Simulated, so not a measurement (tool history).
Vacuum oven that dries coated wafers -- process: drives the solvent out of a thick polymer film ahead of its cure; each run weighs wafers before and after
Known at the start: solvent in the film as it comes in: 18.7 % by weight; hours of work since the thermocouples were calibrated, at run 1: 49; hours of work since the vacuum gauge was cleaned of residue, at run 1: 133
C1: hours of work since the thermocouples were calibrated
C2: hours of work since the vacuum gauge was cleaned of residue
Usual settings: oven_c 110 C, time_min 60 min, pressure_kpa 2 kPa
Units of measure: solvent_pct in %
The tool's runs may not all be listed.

run 1 hour=0 | oven_c=110 time_min=60 pressure_kpa=2 | C1=49 C2=133 | solvent_pct=3.51
run 2 hour=22.9 | oven_c=110 time_min=56 pressure_kpa=2 | C1=58 C2=142 | solvent_pct=3.85
run 3 hour=62.5 | oven_c=110 time_min=39 pressure_kpa=2 | C1=74 C2=158 | solvent_pct=5.38
run 4 hour=85.9 | oven_c=110 time_min=39 pressure_kpa=2 | C1=83 C2=168 | solvent_pct=5.35
run 5 hour=125.3 | oven_c=110 time_min=39 pressure_kpa=2 | C1=99 C2=184 | solvent_pct=5.47
run 6 hour=165 | oven_c=110 time_min=39 pressure_kpa=2.04 | C1=116 C2=200 | solvent_pct=5.57
run 7 hour=191.4 | oven_c=116 time_min=60 pressure_kpa=2 | C1=126 C2=211 | solvent_pct=2.41
run 8 hour=208.5 | oven_c=110 time_min=60 pressure_kpa=2 | C1=133 C2=217 | solvent_pct=3.57
run 9 hour=237.1 | oven_c=110 time_min=60 pressure_kpa=2.02 | C1=145 C2=229 | solvent_pct=3.62
run 10 hour=258.9 | oven_c=110 time_min=64 pressure_kpa=2 | C1=154 C2=238 | solvent_pct=3.47
run 11 hour=276.5 | oven_c=110 time_min=64 pressure_kpa=2 | C1=161 C2=245 | solvent_pct=3.28
run 12 hour=310.9 | oven_c=110 time_min=92 pressure_kpa=2 | C1=175 C2=259 | solvent_pct=2.43
run 13 hour=328.9 | oven_c=123 time_min=60 pressure_kpa=2 | C1=182 C2=266 | solvent_pct=1.67
run 14 hour=364 | oven_c=123 time_min=60 pressure_kpa=2 | C1=196 C2=281 | solvent_pct=1.59
run 15 hour=396.8 | oven_c=112 time_min=60 pressure_kpa=2 | C1=210 C2=294 | solvent_pct=3.25
run 16 hour=420.7 | oven_c=112 time_min=60 pressure_kpa=2 | C1=219 C2=304 | solvent_pct=3.17
run 17 hour=444.4 | oven_c=108 time_min=76 pressure_kpa=6.78 | C1=229 C2=313 | solvent_pct=7.36
run 18 hour=463.4 | oven_c=105 time_min=73 pressure_kpa=3.51 | C1=237 C2=321 | solvent_pct=5.44
run 19 hour=490.8 | oven_c=125 time_min=73 pressure_kpa=3.51 | C1=248 C2=332 | solvent_pct=2.02
run 20 hour=523.5 | oven_c=115 time_min=101 pressure_kpa=2 | C1=261 C2=345 | solvent_pct=1.67
run 21 hour=561.4 | oven_c=115 time_min=101 pressure_kpa=2 | C1=276 C2=361 | solvent_pct=1.71
run 22 hour=594.1 | oven_c=116 time_min=89 pressure_kpa=3.66 | C1=290 C2=374 | solvent_pct=2.98

For each run, the measured value with the value that run would have given without the tool's hidden condition subtracted. The run-to-run variation is shared by both, the gauge scatter possibly not:
Hidden state at play: true wafer temperature over the reading, C; true pressure over the reading, kPa; drift of the gauge itself on solvent_pct, %.
run=1 solvent_pct=-0.01
run=2 solvent_pct=+0
run=3 solvent_pct=+0.01
run=4 solvent_pct=+0.01
run=5 solvent_pct=+0.02
run=6 solvent_pct=+0.03
run=7 solvent_pct=+0.04
run=8 solvent_pct=+0.05
run=9 solvent_pct=+0.06
run=10 solvent_pct=+0.07
run=11 solvent_pct=+0.06
run=12 solvent_pct=+0.07
run=13 solvent_pct=+0.05
run=14 solvent_pct=+0.05
run=15 solvent_pct=+0.1
run=16 solvent_pct=+0.1
run=17 solvent_pct=+0.14
run=18 solvent_pct=+0.14
run=19 solvent_pct=+0.07
run=20 solvent_pct=+0.09
run=21 solvent_pct=+0.1
run=22 solvent_pct=+0.11

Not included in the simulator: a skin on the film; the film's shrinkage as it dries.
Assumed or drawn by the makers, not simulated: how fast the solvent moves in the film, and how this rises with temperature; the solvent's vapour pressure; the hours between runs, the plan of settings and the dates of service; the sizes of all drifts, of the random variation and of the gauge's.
